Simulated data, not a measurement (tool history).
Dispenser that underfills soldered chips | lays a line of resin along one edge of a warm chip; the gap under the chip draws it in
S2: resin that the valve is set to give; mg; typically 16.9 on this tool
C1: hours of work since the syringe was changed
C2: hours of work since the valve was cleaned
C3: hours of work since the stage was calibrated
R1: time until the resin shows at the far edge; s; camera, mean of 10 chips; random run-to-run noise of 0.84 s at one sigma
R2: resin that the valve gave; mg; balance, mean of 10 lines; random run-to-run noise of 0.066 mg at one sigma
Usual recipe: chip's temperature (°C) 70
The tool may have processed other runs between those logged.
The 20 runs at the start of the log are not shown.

At hour 121.7: new syringe of resin.
Run 21, hour 123.9: usual settings but chip's temperature (°C) 83, S2 21.7 mg; C1 2; C2 38; C3 103. Result: R1 44.4 s, R2 21.48 mg.
Run 22, hour 131: usual settings but chip's temperature (°C) 55, S2 18.9 mg; C1 7; C2 44; C3 108. Result: R1 280.8 s, R2 18.59 mg.
At hour 135.5: new syringe of resin.
Run 23, hour 139.4: usual settings but chip's temperature (°C) 55, S2 18.9 mg; C1 3; C2 50; C3 114. Result: R1 209.2 s, R2 18.64 mg.
Run 24, hour 146.8: usual settings but S2 14.5 mg; C1 9; C2 56; C3 120. Result: R1 148 s, R2 14.38 mg.
At hour 149.4: new syringe of resin.
Run 25, hour 151: usual settings but S2 14.5 mg; C1 1; C2 59; C3 123. Result: R1 89.3 s, R2 14.28 mg.
Run 26, hour 154.5: usual settings but chip's temperature (°C) 71, S2 21 mg; C1 4; C2 61; C3 126. Result: R1 96.5 s, R2 20.67 mg.
Run 27, hour 159.4: usual settings but chip's temperature (°C) 66, S2 18.4 mg; C1 8; C2 65; C3 130. Result: R1 164.8 s, R2 17.98 mg.
At hour 163.6: new syringe of resin.
Run 28, hour 165.8: usual settings but chip's temperature (°C) 56, S2 21.8 mg; C1 2; C2 70; C3 134. Result: R1 179.7 s, R2 21.13 mg.
Run 29, hour 171.8: usual settings but chip's temperature (°C) 82, S2 18.1 mg; C1 6; C2 75; C3 139. Result: R1 66.1 s, R2 17.67 mg.
Run 30, hour 176.7: usual settings but chip's temperature (°C) 65, S2 16 mg; C1 10; C2 78; C3 143. Result: R1 203.7 s, R2 15.59 mg.
At hour 177.5: new syringe of resin.
Run 31, hour 185.5: usual settings but chip's temperature (°C) 64; C1 6; C2 85; C3 149. Result: R1 158.5 s, R2 16.4 mg.
At hour 191.6: new syringe of resin.
Run 32, hour 191.6: usual settings but chip's temperature (°C) 66, S2 18 mg; C1 0; C2 89; C3 154. Result: R1 94.8 s, R2 17.41 mg.
Run 33, hour 199.8: usual settings but chip's temperature (°C) 57, S2 16.5 mg; C1 6; C2 96; C3 160. Result: R1 245.6 s, R2 15.89 mg.
Run 34, hour 204.3: usual settings but chip's temperature (°C) 60, S2 14.6 mg; C1 10; C2 99; C3 163. Result: R1 275 s, R2 14.09 mg.
At hour 206: new syringe of resin.
Run 35, hour 211.3: usual settings but chip's temperature (°C) 68, S2 21.9 mg; C1 4; C2 104; C3 169. Result: R1 110.2 s, R2 21.15 mg.

4 options for the next run, each taken on its own from the tool as it stands now. Forecast them:
Run A, hour 214.9: usual settings but S2 18 mg; C1 7; C2 107; C3 171. Result: R1 ?, R2 ?.
Run B, hour 214.9: usual settings but chip's temperature (°C) 71, S2 17.5 mg; C1 7; C2 107; C3 171. Result: R1 ?, R2 ?.
Run C, hour 214.9: usual settings but chip's temperature (°C) 78, S2 20.6 mg; C1 7; C2 107; C3 171. Result: R1 ?, R2 ?.
Run D, hour 214.9: usual settings but chip's temperature (°C) 69; C1 7; C2 107; C3 171. Result: R1 ?, R2 ?.

run     R1     R2
  A  124.7   17.4
  B  118.9  16.82
  C   82.9  19.84
  D    132  16.36
With the hidden condition removed and each run's random variation left untouched, the same runs would have given:
run    R1     R2
  A  78.4  18.09
  B  74.6  17.48
  C  52.3  20.62
  D  82.9     17
